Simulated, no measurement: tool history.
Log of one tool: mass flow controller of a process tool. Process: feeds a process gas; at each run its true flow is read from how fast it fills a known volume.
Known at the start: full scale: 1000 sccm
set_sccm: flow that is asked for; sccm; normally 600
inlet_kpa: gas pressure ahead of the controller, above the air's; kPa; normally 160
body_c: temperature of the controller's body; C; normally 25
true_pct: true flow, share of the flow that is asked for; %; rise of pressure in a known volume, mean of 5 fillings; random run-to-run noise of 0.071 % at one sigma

run 1 hour=0.0 | set_sccm=600 inlet_kpa=160 body_c=25 | true_pct=99.65
run 2 hour=44.8 | set_sccm=600 inlet_kpa=160 body_c=28 | true_pct=99.89
run 3 hour=81.2 | set_sccm=600 inlet_kpa=160 body_c=25 | true_pct=99.70
run 4 hour=125.1 | set_sccm=335 inlet_kpa=160 body_c=25 | true_pct=99.36
run 5 hour=207.0 | set_sccm=335 inlet_kpa=160 body_c=29 | true_pct=99.73
run 6 hour=274.1 | set_sccm=335 inlet_kpa=274 body_c=29 | true_pct=99.62
run 7 hour=322.1 | set_sccm=335 inlet_kpa=274 body_c=29 | true_pct=99.60
run 8 hour=395.9 | set_sccm=600 inlet_kpa=160 body_c=23 | true_pct=99.40
run 9 hour=433.2 | set_sccm=600 inlet_kpa=160 body_c=23 | true_pct=99.49
run 10 hour=484.9 | set_sccm=683 inlet_kpa=160 body_c=25 | true_pct=99.62
run 11 hour=558.0 | set_sccm=683 inlet_kpa=160 body_c=25 | true_pct=99.56
run 12 hour=600.9 | set_sccm=600 inlet_kpa=160 body_c=33 | true_pct=100.10
run 13 hour=683.0 | set_sccm=186 inlet_kpa=151 body_c=34 | true_pct=99.94
run 14 hour=728.0 | set_sccm=186 inlet_kpa=151 body_c=34 | true_pct=100.00
run 15 hour=798.2 | set_sccm=186 inlet_kpa=151 body_c=34 | true_pct=99.95
run 16 hour=831.6 | set_sccm=115 inlet_kpa=268 body_c=31 | true_pct=99.60
run 17 hour=874.3 | set_sccm=145 inlet_kpa=169 body_c=23 | true_pct=99.31
-- hour=881.6 controller's zero set anew
run 18 hour=908.6 | set_sccm=106 inlet_kpa=160 body_c=25 | true_pct=99.92
run 19 hour=958.4 | set_sccm=174 inlet_kpa=144 body_c=39 | true_pct=100.60
run 20 hour=1019.7 | set_sccm=118 inlet_kpa=149 body_c=26 | true_pct=99.95
run 21 hour=1054.0 | set_sccm=106 inlet_kpa=214 body_c=23 | true_pct=99.70
-- hour=1059.1 controller's zero set anew, once more
run 22 hour=1103.9 | set_sccm=106 inlet_kpa=214 body_c=23 | true_pct=98.85

Run 23 is up next; what results do you expect?
run 23 hour=1169.4 | set_sccm=106 inlet_kpa=214 body_c=23 | true_pct=?

Run 23 gave true_pct 98.86 %.
On a tool with no hidden condition, and with the same random variation, this run would have come out at true_pct 98.89 %.
